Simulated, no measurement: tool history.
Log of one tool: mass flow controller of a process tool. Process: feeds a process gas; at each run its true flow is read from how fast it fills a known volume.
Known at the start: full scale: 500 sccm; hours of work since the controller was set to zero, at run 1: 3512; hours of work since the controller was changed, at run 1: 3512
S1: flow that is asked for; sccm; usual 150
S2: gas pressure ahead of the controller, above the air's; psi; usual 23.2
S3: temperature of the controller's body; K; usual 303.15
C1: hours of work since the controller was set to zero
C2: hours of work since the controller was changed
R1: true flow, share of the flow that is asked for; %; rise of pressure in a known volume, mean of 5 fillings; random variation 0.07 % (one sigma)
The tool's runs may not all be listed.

{"run": 1, "hour": 0.0, "S1": 150, "S2": 23.2, "S3": 303.15, "C1": 3512, "C2": 3512, "R1": 97.8}
{"run": 2, "hour": 345.8, "S1": 150, "S2": 23.2, "S3": 303.15, "C1": 3714, "C2": 3714, "R1": 97.8}
{"run": 3, "hour": 809.7, "S1": 150, "S2": 23.2, "S3": 303.15, "C1": 3986, "C2": 3986, "R1": 97.82}
{"run": 4, "hour": 1033.5, "S1": 150, "S2": 23.2, "S3": 303.15, "C1": 4117, "C2": 4117, "R1": 97.73}
{"run": 5, "hour": 1345.9, "S1": 150, "S2": 39.3, "S3": 303.15, "C1": 4299, "C2": 4299, "R1": 98.04}
{"run": 6, "hour": 1715.9, "S1": 150, "S2": 23.2, "S3": 303.15, "C1": 4516, "C2": 4516, "R1": 97.53}
{"run": 7, "hour": 2003.9, "S1": 150, "S2": 23.2, "S3": 299.15, "C1": 4684, "C2": 4684, "R1": 97.98}
{"run": 8, "hour": 2303.6, "S1": 150, "S2": 23.2, "S3": 299.15, "C1": 4860, "C2": 4860, "R1": 98}
{"hour": 2531.2, "done": "controller's zero set anew"}
{"run": 9, "hour": 2535.5, "S1": 150, "S2": 23.2, "S3": 294.15, "C1": 3, "C2": 4995, "R1": 98.19}
{"run": 10, "hour": 2803.6, "S1": 150, "S2": 23.2, "S3": 294.15, "C1": 159, "C2": 5152, "R1": 98}
{"run": 11, "hour": 3153.3, "S1": 150, "S2": 23.2, "S3": 294.15, "C1": 364, "C2": 5356, "R1": 97.97}
{"run": 12, "hour": 3581.9, "S1": 150, "S2": 23.2, "S3": 311.15, "C1": 615, "C2": 5607, "R1": 96.37}
{"run": 13, "hour": 3916.5, "S1": 150, "S2": 23.2, "S3": 294.15, "C1": 810, "C2": 5803, "R1": 98}
{"run": 14, "hour": 4281.0, "S1": 78, "S2": 23.2, "S3": 303.15, "C1": 1024, "C2": 6016, "R1": 94.28}
{"run": 15, "hour": 4559.8, "S1": 150, "S2": 22.5, "S3": 303.15, "C1": 1187, "C2": 6179, "R1": 96.99}
{"run": 16, "hour": 4865.7, "S1": 150, "S2": 22.5, "S3": 303.15, "C1": 1366, "C2": 6358, "R1": 97.12}
{"hour": 5055.8, "done": "controller's zero set anew, once more"}
{"run": 17, "hour": 5233.3, "S1": 150, "S2": 22.5, "S3": 303.15, "C1": 104, "C2": 6573, "R1": 99.72}
{"run": 18, "hour": 5685.1, "S1": 444, "S2": 22.5, "S3": 303.15, "C1": 368, "C2": 6837, "R1": 100.55}
{"run": 19, "hour": 6063.1, "S1": 444, "S2": 22.5, "S3": 295.15, "C1": 589, "C2": 7058, "R1": 101.43}
{"run": 20, "hour": 6334.1, "S1": 444, "S2": 22.5, "S3": 295.15, "C1": 748, "C2": 7217, "R1": 101.43}
{"run": 21, "hour": 6782.4, "S1": 185, "S2": 23.2, "S3": 303.15, "C1": 1010, "C2": 7479, "R1": 99.72}
{"run": 22, "hour": 6975.5, "S1": 266, "S2": 26, "S3": 313.15, "C1": 1123, "C2": 7592, "R1": 99.17}
{"run": 23, "hour": 7298.7, "S1": 262, "S2": 37.6, "S3": 294.15, "C1": 1312, "C2": 7781, "R1": 101.2}
{"run": 24, "hour": 7551.4, "S1": 262, "S2": 37.6, "S3": 294.15, "C1": 1460, "C2": 7929, "R1": 101.23}
{"run": 25, "hour": 7818.7, "S1": 262, "S2": 37.6, "S3": 294.15, "C1": 1616, "C2": 8085, "R1": 101.2}
{"run": 26, "hour": 8260.1, "S1": 262, "S2": 37.6, "S3": 294.15, "C1": 1875, "C2": 8344, "R1": 101.3}
{"run": 27, "hour": 8556.4, "S1": 92, "S2": 22.6, "S3": 294.15, "C1": 2048, "C2": 8517, "R1": 99.56}
{"run": 28, "hour": 8783.2, "S1": 92, "S2": 22.6, "S3": 294.15, "C1": 2181, "C2": 8650, "R1": 99.63}
{"run": 29, "hour": 9066.3, "S1": 92, "S2": 22.6, "S3": 294.15, "C1": 2346, "C2": 8815, "R1": 99.54}
{"run": 30, "hour": 9287.4, "S1": 53, "S2": 35.7, "S3": 300.15, "C1": 2476, "C2": 8945, "R1": 97.98}
{"run": 31, "hour": 9531.4, "S1": 339, "S2": 23.2, "S3": 303.15, "C1": 2618, "C2": 9087, "R1": 100.44}
{"run": 32, "hour": 9990.9, "S1": 339, "S2": 23.2, "S3": 303.15, "C1": 2887, "C2": 9356, "R1": 100.64}
{"run": 33, "hour": 10249.0, "S1": 443, "S2": 23.2, "S3": 300.15, "C1": 3038, "C2": 9507, "R1": 101.23}
{"run": 34, "hour": 10445.8, "S1": 443, "S2": 23.2, "S3": 300.15, "C1": 3153, "C2": 9622, "R1": 101.19}
{"run": 35, "hour": 10875.3, "S1": 413, "S2": 37.9, "S3": 301.15, "C1": 3405, "C2": 9874, "R1": 101.25}
{"run": 36, "hour": 11114.1, "S1": 413, "S2": 37.9, "S3": 294.15, "C1": 3544, "C2": 10013, "R1": 102}
{"run": 37, "hour": 11372.2, "S1": 211, "S2": 33.1, "S3": 299.15, "C1": 3695, "C2": 10164, "R1": 100.38}

3 ways to go on from here, each from the tool as it stands after run 37. What would each give?
{"run": "A", "hour": 11579.0, "S1": 158, "S2": 33.1, "S3": 299.15, "C1": 3816, "C2": 10285, "R1": "?"}
{"run": "B", "hour": 11579.0, "S1": 72, "S2": 38.7, "S3": 296.15, "C1": 3816, "C2": 10285, "R1": "?"}
{"run": "C", "hour": 11579.0, "S1": 72, "S2": 26.1, "S3": 297.15, "C1": 3816, "C2": 10285, "R1": "?"}

run=A R1=100.02
run=B R1=98.45
run=C R1=98.24
Without the tool's hidden state the same runs would have given:
run=A R1=99.11
run=B R1=99.09
run=C R1=98.88
